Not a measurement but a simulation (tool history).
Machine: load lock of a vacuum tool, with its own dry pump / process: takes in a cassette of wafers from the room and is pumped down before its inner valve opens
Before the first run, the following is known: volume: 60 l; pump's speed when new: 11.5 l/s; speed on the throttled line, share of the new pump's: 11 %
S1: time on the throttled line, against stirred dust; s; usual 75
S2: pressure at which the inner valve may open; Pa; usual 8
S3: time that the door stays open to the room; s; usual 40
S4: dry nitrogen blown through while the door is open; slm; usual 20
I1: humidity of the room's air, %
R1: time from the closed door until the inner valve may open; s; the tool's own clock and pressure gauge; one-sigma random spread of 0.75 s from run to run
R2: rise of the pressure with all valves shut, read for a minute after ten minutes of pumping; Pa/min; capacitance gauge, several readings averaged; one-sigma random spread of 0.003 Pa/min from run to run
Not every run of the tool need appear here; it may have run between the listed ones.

Run 1, hour 0.0: usual settings; I1 46.1. Result: R1 121.5 s, R2 0.067 Pa/min.
Run 2, hour 150.0: usual settings; I1 46.0. Result: R1 122.8 s, R2 0.071 Pa/min.
Run 3, hour 256.5: usual settings; I1 47.5. Result: R1 122.3 s, R2 0.079 Pa/min.
Run 4, hour 343.1: usual settings but S3 131 s; I1 44.2. Result: R1 120.7 s, R2 0.104 Pa/min.
Run 5, hour 489.5: usual settings but S1 70 s; I1 41.3. Result: R1 119.0 s, R2 0.077 Pa/min.
Run 6, hour 608.8: usual settings but S1 70 s; I1 45.5. Result: R1 117.4 s, R2 0.083 Pa/min.
Run 7, hour 680.3: usual settings but S1 70 s; I1 46.4. Result: R1 116.7 s, R2 0.085 Pa/min.
Run 8, hour 811.4: usual settings; I1 43.7. Result: R1 122.6 s, R2 0.087 Pa/min.
Run 9, hour 967.6: usual settings; I1 46.3. Result: R1 122.2 s, R2 0.095 Pa/min.
Run 10, hour 1075.3: usual settings but S1 49 s, S2 11 Pa, S3 150 s; I1 48.5. Result: R1 98.1 s, R2 0.131 Pa/min.
Run 11, hour 1197.2: usual settings but S1 53 s, S2 7 Pa, S3 61 s, S4 39 slm; I1 41.7. Result: R1 104.6 s, R2 0.092 Pa/min.
Run 12, hour 1360.0: usual settings but S1 53 s, S2 16 Pa, S3 61 s, S4 7 slm; I1 48.2. Result: R1 99.6 s, R2 0.128 Pa/min.
Run 13, hour 1498.6: usual settings but S1 68 s, S2 16 Pa, S3 167 s, S4 7 slm; I1 44.7. Result: R1 112.5 s, R2 0.163 Pa/min.
Run 14, hour 1585.0: usual settings but S1 131 s, S2 7 Pa, S3 77 s, S4 9 slm; I1 44.6. Result: R1 174.1 s, R2 0.131 Pa/min.

3 ways to go on from here, each from the tool as it stands after run 14. What would each give?
Run A, hour 1757.0: usual settings but S3 113 s, S4 27 slm; I1 44.2. Result: R1 ?, R2 ?.
Run B, hour 1757.0: usual settings but S1 40 s, S2 12 Pa; I1 44.1. Result: R1 ?, R2 ?.
Run C, hour 1757.0: usual settings but S4 19 slm; I1 47.4. Result: R1 ?, R2 ?.

run     R1     R2
  A  124.5  0.128
  B   90.4  0.110
  C  122.8  0.112
Without the tool's hidden state the same runs would have given:
run     R1     R2
  A  117.7  0.044
  B   83.2  0.025
  C  116.0  0.028

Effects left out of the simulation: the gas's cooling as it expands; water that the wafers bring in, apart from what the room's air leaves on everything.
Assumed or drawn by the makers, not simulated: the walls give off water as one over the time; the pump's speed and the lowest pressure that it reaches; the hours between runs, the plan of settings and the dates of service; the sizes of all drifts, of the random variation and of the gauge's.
